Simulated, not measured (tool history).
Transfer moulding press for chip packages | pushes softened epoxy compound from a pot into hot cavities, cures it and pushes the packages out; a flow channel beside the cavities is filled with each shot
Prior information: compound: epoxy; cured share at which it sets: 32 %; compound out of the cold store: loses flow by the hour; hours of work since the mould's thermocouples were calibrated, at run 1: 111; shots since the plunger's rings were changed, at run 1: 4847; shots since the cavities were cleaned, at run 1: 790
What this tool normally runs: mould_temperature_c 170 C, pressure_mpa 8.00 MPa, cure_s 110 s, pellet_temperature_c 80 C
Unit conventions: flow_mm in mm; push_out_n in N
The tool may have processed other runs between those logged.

| run | hour | mould_temperature_c | pressure_mpa | cure_s | pellet_temperature_c | hours of work since the mould's thermocouples were calibrated | shots since the plunger's rings were changed | shots since the cavities were cleaned | incoming compound's hours out of the cold store | flow_mm | push_out_n |
|---|---|---|---|---|---|---|---|---|---|---|---|
| 1 | 0.0 | 170 | 8.00 | 110 | 80 | 111 | 4847 | 790 | 27.2 | 834 | 540 |
|  | 9.1 | cavities cleaned with cleaning compound and waxed |
|  | 54.0 | plunger's sealing rings changed |
| 2 | 56.2 | 170 | 8.00 | 110 | 80 | 140 | 19 | 401 | 18.5 | 971 | 511 |
|  | 109.0 | cavities cleaned with cleaning compound and waxed |
| 3 | 117.5 | 170 | 8.00 | 99 | 80 | 173 | 557 | 77 | 11.6 | 981 | 421 |
| 4 | 186.3 | 170 | 8.00 | 99 | 80 | 211 | 1175 | 695 | 18.5 | 930 | 642 |
|  | 204.5 | cavities cleaned with cleaning compound and waxed |
| 5 | 247.5 | 170 | 8.00 | 99 | 80 | 244 | 1712 | 387 | 12.2 | 954 | 589 |
| 6 | 290.4 | 176 | 8.00 | 110 | 80 | 268 | 2097 | 772 | 20.5 | 888 | 463 |
|  | 302.1 | cavities cleaned with cleaning compound and waxed |
| 7 | 348.0 | 170 | 6.39 | 110 | 80 | 299 | 2601 | 412 | 16.5 | 833 | 479 |
|  | 354.3 | mould's thermocouples calibrated |
|  | 396.1 | cavities cleaned with cleaning compound and waxed |
| 8 | 409.3 | 170 | 8.00 | 110 | 80 | 30 | 3121 | 119 | 10.8 | 931 | 367 |
| 9 | 466.5 | 177 | 8.84 | 110 | 80 | 61 | 3635 | 633 | 43.1 | 796 | 464 |
|  | 493.5 | cavities cleaned with cleaning compound and waxed |
| 10 | 521.5 | 177 | 8.84 | 110 | 80 | 91 | 4115 | 251 | 47.7 | 746 | 385 |
| 11 | 559.8 | 170 | 8.00 | 97 | 74 | 112 | 4460 | 596 | 34.2 | 783 | 620 |
|  | 585.8 | cavities cleaned with cleaning compound and waxed |
| 12 | 613.4 | 173 | 6.68 | 134 | 82 | 141 | 4928 | 248 | 28.6 | 726 | 374 |
|  | 659.1 | plunger's sealing rings changed |
|  | 682.1 | cavities cleaned with cleaning compound and waxed |
| 13 | 705.2 | 173 | 6.68 | 134 | 82 | 189 | 401 | 208 | 42.6 | 739 | 373 |
| 14 | 749.4 | 170 | 9.17 | 91 | 81 | 214 | 799 | 606 | 23.2 | 977 | 665 |
|  | 775.1 | cavities cleaned with cleaning compound and waxed |
| 15 | 790.4 | 171 | 9.17 | 95 | 76 | 235 | 1154 | 138 | 16.7 | 993 | 439 |
|  | 826.9 | mould's thermocouples calibrated, once more |
| 16 | 845.5 | 171 | 9.17 | 95 | 76 | 10 | 1630 | 614 | 22.9 | 977 | 674 |

Selected run-to-run steps in flow_mm, each split into two signed amounts: the part the tool would show with no hidden state at all (from settings, incoming material and random variation), and the remainder, which goes to the hidden state together with any gauge scatter not common to the measured and the hidden-state-free results:
Unlogged tool condition in this case: true mould temperature over the reading, C; pressure that reaches the compound, % of what is set; grip of the stained cavities, % over clean ones'; drift of the gauge itself on flow_mm, %; drift of the gauge itself on push_out_n, %.
Run 1 -> 2: cavities cleaned with cleaning compound and waxed, plunger's sealing rings changed. flow_mm +137 mm: hidden state +74, all else +63.
Run 13 -> 14: mould_temperature_c 173 -> 170, pressure_mpa 6.68 -> 9.17, cure_s 134 -> 91, pellet_temperature_c 82 -> 81. flow_mm +238 mm: hidden state -12, all else +250.

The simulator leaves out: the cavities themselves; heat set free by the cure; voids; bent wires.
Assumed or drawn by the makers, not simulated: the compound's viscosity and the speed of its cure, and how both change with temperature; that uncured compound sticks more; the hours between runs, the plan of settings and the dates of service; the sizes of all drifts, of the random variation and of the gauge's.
